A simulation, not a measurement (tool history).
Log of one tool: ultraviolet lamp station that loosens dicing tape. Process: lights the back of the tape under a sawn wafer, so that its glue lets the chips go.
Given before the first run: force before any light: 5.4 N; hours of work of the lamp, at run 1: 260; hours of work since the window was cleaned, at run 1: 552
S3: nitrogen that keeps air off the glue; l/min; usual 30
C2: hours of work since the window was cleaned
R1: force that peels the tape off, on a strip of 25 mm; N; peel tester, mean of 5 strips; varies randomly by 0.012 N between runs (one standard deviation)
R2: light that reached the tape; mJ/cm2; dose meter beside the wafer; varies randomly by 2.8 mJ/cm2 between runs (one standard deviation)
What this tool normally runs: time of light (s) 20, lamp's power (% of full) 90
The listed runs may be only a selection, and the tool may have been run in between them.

Run 1, hour 0: usual settings; hours of work of the lamp 260; C2 552. Result: R1 0.649 N, R2 354 mJ/cm2.
Run 2, hour 12.1: usual settings but S3 26 l/min; hours of work of the lamp 268; C2 561. Result: R1 0.744 N, R2 355 mJ/cm2.
Run 3, hour 22.2: usual settings but S3 26 l/min; hours of work of the lamp 275; C2 568. Result: R1 0.735 N, R2 358 mJ/cm2.
Run 4, hour 34.6: usual settings but S3 26 l/min; hours of work of the lamp 283; C2 576. Result: R1 0.784 N, R2 354 mJ/cm2.
Run 5, hour 45.5: usual settings but S3 26 l/min; hours of work of the lamp 291; C2 584. Result: R1 0.778 N, R2 353 mJ/cm2.
At hour 46.8: window cleaned of glue's vapour.
Run 6, hour 58.4: usual settings; hours of work of the lamp 299; C2 8. Result: R1 0.72 N, R2 339 mJ/cm2.
Run 7, hour 71.4: usual settings; hours of work of the lamp 308; C2 17. Result: R1 0.723 N, R2 339 mJ/cm2.

Forecast run 8:
Run 8, hour 81.1: usual settings but lamp's power (% of full) 92; hours of work of the lamp 315; C2 24. Result: R1 ?, R2 ?.

{"run 8": {"R1": 0.703, "R2": 342}}
Had the tool carried no hidden state, the very same run would have given R1 0.517 N, R2 403 mJ/cm2.
